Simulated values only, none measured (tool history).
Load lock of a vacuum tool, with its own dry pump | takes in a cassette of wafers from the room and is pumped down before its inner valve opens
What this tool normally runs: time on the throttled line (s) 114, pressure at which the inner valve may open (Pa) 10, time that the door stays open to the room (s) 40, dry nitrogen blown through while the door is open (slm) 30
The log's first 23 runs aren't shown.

run	day	time on the throttled line (s)	pressure at which the inner valve may open (Pa)	time that the door stays open to the room (s)	dry nitrogen blown through while the door is open (slm)	hours that the pump has run since its overhaul	times that the door has closed on its seal	incoming humidity of the room's air, %	time from the closed door until the inner valve may open (s)	rise of the pressure with all valves shut (Pa/min)
24	433.350	204	17	157	6	12089	34523	40.3	254.0	0.032
# day 439.617: dry pump taken out, an overhauled one fitted
25	450.250	204	17	157	6	255	36200	41.6	256.5	0.033
# day 451.925: door's seal changed, seat wiped
26	475.379	204	17	157	6	857	2363	47.5	256.7	0.035
27	489.412	114	10	45	16	1194	3776	43.8	190.2	0.008
28	517.388	75	17	86	8	1865	6594	41.4	151.2	0.020
29	541.842	75	17	86	8	2452	9057	42.8	151.5	0.023
30	557.371	65	10	40	30	2825	10622	45.9	150.2	0.007
31	578.562	65	10	40	30	3333	12756	44.1	151.5	0.011
32	603.229	69	20	32	43	3925	15241	45.1	145.2	0.006
33	617.196	114	10	68	44	4260	16648	46.1	190.2	0.005
34	642.642	114	10	30	30	4871	19211	45.6	188.6	0.005
35	661.808	147	10	95	16	5331	21142	45.7	215.9	0.016
36	690.762	147	10	95	16	6026	24058	43.7	215.0	0.013

What if the next run were any one of these 3? Each begins from the tool's condition after run 36:
A	713.442	171	10	95	16	6570	26343	45.1	?	?
B	713.442	114	13	138	28	6570	26343	44.9	?	?
C	713.442	114	16	40	5	6570	26343	44.8	?	?

run	time from the closed door until the inner valve may open (s)	rise of the pressure with all valves shut (Pa/min)
A	233.2	0.017
B	186.1	0.014
C	183.0	0.016
Stripped of hidden state, with their random variation kept, the same runs would have yielded:
run	time from the closed door until the inner valve may open (s)	rise of the pressure with all valves shut (Pa/min)
A	233.2	0.016
B	186.0	0.013
C	183.0	0.015

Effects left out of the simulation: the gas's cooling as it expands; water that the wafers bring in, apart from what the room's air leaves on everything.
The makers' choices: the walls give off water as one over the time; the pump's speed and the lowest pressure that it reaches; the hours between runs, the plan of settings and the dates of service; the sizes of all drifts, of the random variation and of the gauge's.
